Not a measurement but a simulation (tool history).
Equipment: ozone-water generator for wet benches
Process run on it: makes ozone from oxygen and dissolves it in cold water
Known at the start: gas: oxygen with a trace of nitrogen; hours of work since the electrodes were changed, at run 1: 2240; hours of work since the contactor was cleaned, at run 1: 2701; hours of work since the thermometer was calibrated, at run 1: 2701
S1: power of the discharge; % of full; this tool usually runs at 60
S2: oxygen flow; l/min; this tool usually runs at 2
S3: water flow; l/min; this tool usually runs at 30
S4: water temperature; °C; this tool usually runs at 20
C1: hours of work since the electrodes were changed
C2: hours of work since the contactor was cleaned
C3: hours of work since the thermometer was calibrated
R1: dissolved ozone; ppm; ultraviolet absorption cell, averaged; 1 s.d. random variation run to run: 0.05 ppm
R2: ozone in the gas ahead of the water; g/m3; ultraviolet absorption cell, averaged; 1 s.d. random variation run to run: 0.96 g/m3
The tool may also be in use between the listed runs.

{"run": 1, "hour": 0.0, "S1": 60, "S2": 2, "S3": 30, "S4": 20, "C1": 2240, "C2": 2701, "C3": 2701, "R1": 6.79, "R2": 164.6}
{"run": 2, "hour": 72.9, "S1": 60, "S2": 2, "S3": 30, "S4": 16, "C1": 2299, "C2": 2760, "C3": 2760, "R1": 6.79, "R2": 165.2}
{"hour": 130.0, "done": "contactor cleaned"}
{"hour": 143.7, "done": "water thermometer calibrated"}
{"run": 3, "hour": 150.5, "S1": 60, "S2": 2, "S3": 30, "S4": 16, "C1": 2357, "C2": 16, "C3": 6, "R1": 6.94, "R2": 162.1}
{"run": 4, "hour": 197.4, "S1": 60, "S2": 2, "S3": 30, "S4": 16, "C1": 2395, "C2": 54, "C3": 43, "R1": 7.03, "R2": 165.1}
{"run": 5, "hour": 274.5, "S1": 60, "S2": 2, "S3": 30, "S4": 16, "C1": 2457, "C2": 116, "C3": 105, "R1": 6.83, "R2": 163.4}
{"run": 6, "hour": 350.6, "S1": 60, "S2": 2, "S3": 30, "S4": 20, "C1": 2519, "C2": 177, "C3": 167, "R1": 6.75, "R2": 162.7}
{"run": 7, "hour": 442.3, "S1": 60, "S2": 2, "S3": 30, "S4": 20, "C1": 2592, "C2": 251, "C3": 240, "R1": 6.78, "R2": 163.1}
{"run": 8, "hour": 544.2, "S1": 60, "S2": 2, "S3": 48, "S4": 19, "C1": 2674, "C2": 333, "C3": 322, "R1": 4.1, "R2": 165.6}

The next listed run, before its measurement:
{"run": 9, "hour": 647.2, "S1": 60, "S2": 2, "S3": 39, "S4": 22, "C1": 2757, "C2": 416, "C3": 405, "R1": "?", "R2": "?"}

Run 9 yielded R1 5.05 ppm, R2 163.9 g/m3.
Take away the tool's hidden state, keep the run-to-run variation as it was, and the same run would have given R1 5.05 ppm, R2 164.1 g/m3.
